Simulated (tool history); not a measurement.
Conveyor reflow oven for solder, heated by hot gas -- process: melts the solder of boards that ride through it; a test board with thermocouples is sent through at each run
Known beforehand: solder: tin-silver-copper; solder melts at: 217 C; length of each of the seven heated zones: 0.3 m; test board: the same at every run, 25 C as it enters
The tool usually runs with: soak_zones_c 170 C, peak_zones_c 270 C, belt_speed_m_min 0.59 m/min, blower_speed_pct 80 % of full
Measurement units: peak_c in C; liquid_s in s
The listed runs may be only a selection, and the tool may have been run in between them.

run,hour,soak_zones_c,peak_zones_c,belt_speed_m_min,blower_speed_pct,peak_c,liquid_s
1,0,170,270,0.59,80,251.6,43.7
2,15.5,170,270,0.59,80,251.6,43.4
3,28.5,170,280,0.59,80,259.8,47.9
4,49,178,270,0.59,80,252.9,46.6
5,65,178,270,0.59,80,252.9,46.8
6,81.4,170,270,0.59,80,251.7,43.5
7,94.6,170,270,0.59,80,251.4,43.5
8,107.6,170,270,0.59,64,245.7,38.7
9,121.3,170,270,0.59,64,245.7,38.4
10,131.9,170,270,0.59,80,251.3,43.8
11,141.2,170,270,0.59,80,251.3,43.3
12,155.2,156,270,0.59,80,248.3,37.7
13,173.7,156,270,0.59,80,248.4,38
14,195.4,156,270,0.59,80,248.2,38.1
15,209.6,176,270,0.59,80,252.3,45.8
16,231.9,176,270,0.59,80,252.5,46
17,254.6,170,279,0.585,80,258.9,48
18,270.8,170,279,0.614,55,246.2,36.6
# hour 276.8: flux residue cleaned out of gas plates and filters
19,292,170,279,0.614,55,245.3,35.9
20,310.5,170,279,0.614,55,245.8,35.9
21,326.5,176,276,0.59,50,244.5,37.5
22,340,176,276,0.59,50,244.3,37.8
# hour 366.3: flux residue cleaned out of gas plates and filters, once more
23,367.1,171,270,0.59,80,252.1,44.6
24,387,171,270,0.59,80,252.2,44.2
25,397.7,171,270,0.59,80,251.8,44.3

Expected results for the next run?
26,411.1,160,278,0.549,80,?,?

Run 26 came out at peak_c 259.6 C, liquid_s 49.4 s.
Were there no unlogged condition in the tool, this run, its random variation unchanged, would have produced peak_c 258 C, liquid_s 48.2 s.

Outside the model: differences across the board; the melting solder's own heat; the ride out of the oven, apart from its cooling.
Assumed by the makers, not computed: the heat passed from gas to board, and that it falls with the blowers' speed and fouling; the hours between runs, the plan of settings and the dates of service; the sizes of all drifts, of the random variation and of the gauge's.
